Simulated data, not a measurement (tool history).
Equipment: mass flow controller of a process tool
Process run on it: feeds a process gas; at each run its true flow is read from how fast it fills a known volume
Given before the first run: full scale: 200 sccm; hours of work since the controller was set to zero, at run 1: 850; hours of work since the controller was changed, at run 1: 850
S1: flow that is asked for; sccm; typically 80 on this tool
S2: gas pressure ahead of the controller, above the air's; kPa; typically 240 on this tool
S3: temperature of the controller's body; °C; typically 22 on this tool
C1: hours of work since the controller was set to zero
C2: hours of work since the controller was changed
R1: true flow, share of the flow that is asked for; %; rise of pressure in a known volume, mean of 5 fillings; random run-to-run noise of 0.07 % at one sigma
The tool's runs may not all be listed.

{"run": 1, "day": 0.0, "S1": 80, "S2": 240, "S3": 22, "C1": 850, "C2": 850, "R1": 99.34}
{"run": 2, "day": 5.867, "S1": 80, "S2": 240, "S3": 22, "C1": 932, "C2": 932, "R1": 99.31}
{"run": 3, "day": 10.967, "S1": 80, "S2": 240, "S3": 22, "C1": 1003, "C2": 1003, "R1": 99.23}
{"run": 4, "day": 15.3, "S1": 80, "S2": 240, "S3": 22, "C1": 1064, "C2": 1064, "R1": 99.12}
{"run": 5, "day": 20.508, "S1": 80, "S2": 240, "S3": 22, "C1": 1136, "C2": 1136, "R1": 99.09}
{"run": 6, "day": 23.479, "S1": 80, "S2": 240, "S3": 27, "C1": 1178, "C2": 1178, "R1": 98.81}
{"run": 7, "day": 26.7, "S1": 80, "S2": 240, "S3": 27, "C1": 1223, "C2": 1223, "R1": 98.73}
{"run": 8, "day": 30.458, "S1": 80, "S2": 240, "S3": 22, "C1": 1275, "C2": 1275, "R1": 99.17}
{"run": 9, "day": 36.617, "S1": 171, "S2": 240, "S3": 22, "C1": 1362, "C2": 1362, "R1": 99.94}
{"run": 10, "day": 39.579, "S1": 171, "S2": 240, "S3": 22, "C1": 1403, "C2": 1403, "R1": 99.84}
{"run": 11, "day": 43.929, "S1": 80, "S2": 240, "S3": 23, "C1": 1464, "C2": 1464, "R1": 98.98}
{"run": 12, "day": 47.333, "S1": 80, "S2": 240, "S3": 23, "C1": 1511, "C2": 1511, "R1": 98.84}
{"run": 13, "day": 51.85, "S1": 80, "S2": 240, "S3": 23, "C1": 1575, "C2": 1575, "R1": 98.73}
{"run": 14, "day": 55.192, "S1": 80, "S2": 240, "S3": 23, "C1": 1621, "C2": 1621, "R1": 98.76}
{"run": 15, "day": 58.767, "S1": 80, "S2": 240, "S3": 23, "C1": 1671, "C2": 1671, "R1": 98.75}
{"run": 16, "day": 62.325, "S1": 80, "S2": 240, "S3": 23, "C1": 1721, "C2": 1721, "R1": 98.8}
{"run": 17, "day": 65.717, "S1": 80, "S2": 240, "S3": 22, "C1": 1768, "C2": 1768, "R1": 98.8}
{"run": 18, "day": 71.746, "S1": 80, "S2": 243, "S3": 22, "C1": 1853, "C2": 1853, "R1": 98.86}
{"run": 19, "day": 75.662, "S1": 80, "S2": 240, "S3": 22, "C1": 1908, "C2": 1908, "R1": 98.79}
{"run": 20, "day": 80.858, "S1": 80, "S2": 240, "S3": 22, "C1": 1980, "C2": 1980, "R1": 98.73}
{"run": 21, "day": 86.325, "S1": 80, "S2": 240, "S3": 22, "C1": 2057, "C2": 2057, "R1": 98.61}
{"run": 22, "day": 90.112, "S1": 80, "S2": 240, "S3": 22, "C1": 2110, "C2": 2110, "R1": 98.63}
{"run": 23, "day": 94.9, "S1": 80, "S2": 240, "S3": 22, "C1": 2177, "C2": 2177, "R1": 98.56}
{"run": 24, "day": 98.854, "S1": 80, "S2": 154, "S3": 35, "C1": 2232, "C2": 2232, "R1": 97.16}
{"run": 25, "day": 102.304, "S1": 35, "S2": 265, "S3": 35, "C1": 2280, "C2": 2280, "R1": 97.62}
{"run": 26, "day": 108.012, "S1": 35, "S2": 265, "S3": 35, "C1": 2360, "C2": 2360, "R1": 97.43}
{"run": 27, "day": 113.842, "S1": 42, "S2": 265, "S3": 35, "C1": 2441, "C2": 2441, "R1": 97.51}
{"run": 28, "day": 118.058, "S1": 39, "S2": 214, "S3": 29, "C1": 2500, "C2": 2500, "R1": 97.53}
{"run": 29, "day": 120.979, "S1": 76, "S2": 145, "S3": 25, "C1": 2541, "C2": 2541, "R1": 97.68}
{"run": 30, "day": 126.958, "S1": 134, "S2": 247, "S3": 28, "C1": 2625, "C2": 2625, "R1": 98.58}
{"run": 31, "day": 131.396, "S1": 34, "S2": 143, "S3": 28, "C1": 2687, "C2": 2687, "R1": 96.9}
{"run": 32, "day": 134.262, "S1": 30, "S2": 171, "S3": 29, "C1": 2727, "C2": 2727, "R1": 96.97}
{"run": 33, "day": 138.842, "S1": 61, "S2": 178, "S3": 35, "C1": 2791, "C2": 2791, "R1": 96.86}
{"day": 140.833, "done": "gauge calibrated"}
{"run": 34, "day": 143.338, "S1": 64, "S2": 181, "S3": 38, "C1": 2854, "C2": 2854, "R1": 97.78}
{"run": 35, "day": 148.067, "S1": 64, "S2": 164, "S3": 32, "C1": 2920, "C2": 2920, "R1": 97.92}
{"run": 36, "day": 152.658, "S1": 28, "S2": 213, "S3": 32, "C1": 2984, "C2": 2984, "R1": 97.81}
{"run": 37, "day": 157.092, "S1": 80, "S2": 203, "S3": 35, "C1": 3046, "C2": 3046, "R1": 98.03}
{"run": 38, "day": 162.892, "S1": 52, "S2": 240, "S3": 37, "C1": 3127, "C2": 3127, "R1": 98.04}
{"run": 39, "day": 165.725, "S1": 32, "S2": 243, "S3": 31, "C1": 3167, "C2": 3167, "R1": 98.09}
{"run": 40, "day": 168.879, "S1": 80, "S2": 177, "S3": 29, "C1": 3211, "C2": 3211, "R1": 98.22}
{"run": 41, "day": 174.329, "S1": 100, "S2": 153, "S3": 38, "C1": 3287, "C2": 3287, "R1": 97.59}
{"run": 42, "day": 180.342, "S1": 46, "S2": 269, "S3": 22, "C1": 3371, "C2": 3371, "R1": 98.81}
{"run": 43, "day": 184.146, "S1": 46, "S2": 269, "S3": 22, "C1": 3424, "C2": 3424, "R1": 98.85}
{"run": 44, "day": 189.05, "S1": 129, "S2": 240, "S3": 22, "C1": 3493, "C2": 3493, "R1": 99.31}
{"run": 45, "day": 193.867, "S1": 80, "S2": 174, "S3": 22, "C1": 3560, "C2": 3560, "R1": 98.42}

What if the next run were any one of these 4? Each begins from the tool's condition after run 45:
{"run": "A", "day": 197.4, "S1": 68, "S2": 240, "S3": 22, "C1": 3610, "C2": 3610, "R1": "?"}
{"run": "B", "day": 197.4, "S1": 80, "S2": 158, "S3": 22, "C1": 3610, "C2": 3610, "R1": "?"}
{"run": "C", "day": 197.4, "S1": 27, "S2": 174, "S3": 33, "C1": 3610, "C2": 3610, "R1": "?"}
{"run": "D", "day": 197.4, "S1": 57, "S2": 227, "S3": 29, "C1": 3610, "C2": 3610, "R1": "?"}

run=A R1=98.79
run=B R1=98.19
run=C R1=97.28
run=D R1=98.1
Take away the tool's hidden state, keep each run's random variation, and the runs would have read:
run=A R1=99.16
run=B R1=98.56
run=C R1=97.64
run=D R1=98.47
